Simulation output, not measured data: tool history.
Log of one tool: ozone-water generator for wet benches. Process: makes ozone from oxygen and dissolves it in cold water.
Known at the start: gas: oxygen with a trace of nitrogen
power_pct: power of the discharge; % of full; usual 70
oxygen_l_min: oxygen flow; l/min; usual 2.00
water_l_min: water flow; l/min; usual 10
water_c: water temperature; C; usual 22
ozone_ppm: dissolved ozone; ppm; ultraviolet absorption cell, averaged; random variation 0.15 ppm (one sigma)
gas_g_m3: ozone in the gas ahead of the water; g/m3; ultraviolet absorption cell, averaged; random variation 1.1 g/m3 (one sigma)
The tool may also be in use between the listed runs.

run     day  power_pct  oxygen_l_min  water_l_min  water_c  ozone_ppm  gas_g_m3
  1   0.000         70          2.00           10       22       19.5     202.9
  2   3.158         70          1.94           10       22       19.6     207.0
  3   5.483         70          1.94           10       22       19.4     208.7
  4   7.546         70          1.94           10       22       19.5     206.4
  5  10.508         70          1.94           10       22       19.5     206.7
  6  12.275         70          2.00           10       22       19.4     202.0
  7  14.717         70          2.00           10       22       19.4     200.8
  8  16.433         70          2.00           10       22       19.4     202.6
  9  18.375         70          2.00           10       22       19.5     200.5
 10  21.579         70          2.00           10       22       19.3     201.6
 11  23.471         70          2.00           10       22       19.3     200.3
 12  25.188         70          2.00           10       22       19.5     200.7
 13  28.192         99          2.00           10       22       25.2     264.7
 14  31.329         99          2.00           10       22       25.4     259.0
 15  34.579         70          2.00           10       22       19.5     199.0
 16  36.592         70          2.00           10       22       19.4     199.3
 17  39.192         70          1.89           13       20       15.7     207.2
     39.975  -- gauge calibrated
 18  40.846         70          1.89           13       20       15.6     212.3
 19  42.304         61          2.00           10       25       16.8     183.6
 20  44.888         61          2.00           10       25       16.6     184.0
 21  47.288         79          1.08           10       22       20.1     310.7
 22  49.754         76          2.00           10       16       22.5     215.4
 23  51.279         99          2.57           12       25       21.4     231.3
     53.179  -- water thermometer calibrated
 24  54.396         99          2.57           11       20       24.8     227.8
 25  56.225         64          2.12           11       15       18.5     184.0
 26  57.667         41          2.53            9       16       15.5     118.1
 27  59.183         70          2.00           14       22       14.4     202.8
 28  62.258         53          2.00           14       15       12.5     163.4
 29  65.029         70          2.00           10       16       21.2     200.6
 30  68.096         70          2.00           10       16       21.2     199.1
 31  71.012         70          2.00           10       16       21.3     197.8
 32  73.592         51          2.00           10       16       16.5     156.8

Forecast each of these 4 alternatives for the next run:
  A  75.262         51          2.34           10       16          ?         ?
  B  75.262         61          1.81           10       24          ?         ?
  C  75.262         49          2.77           10       25          ?         ?
  D  75.262         50          1.05           10       16          ?         ?

run  ozone_ppm  gas_g_m3
  A       16.5     144.1
  B       17.1     189.7
  C       14.2     127.4
  D       14.6     219.6
Without the tool's hidden state the same runs would have given:
run  ozone_ppm  gas_g_m3
  A       16.5     147.9
  B       17.1     194.7
  C       14.2     130.7
  D       14.7     225.4

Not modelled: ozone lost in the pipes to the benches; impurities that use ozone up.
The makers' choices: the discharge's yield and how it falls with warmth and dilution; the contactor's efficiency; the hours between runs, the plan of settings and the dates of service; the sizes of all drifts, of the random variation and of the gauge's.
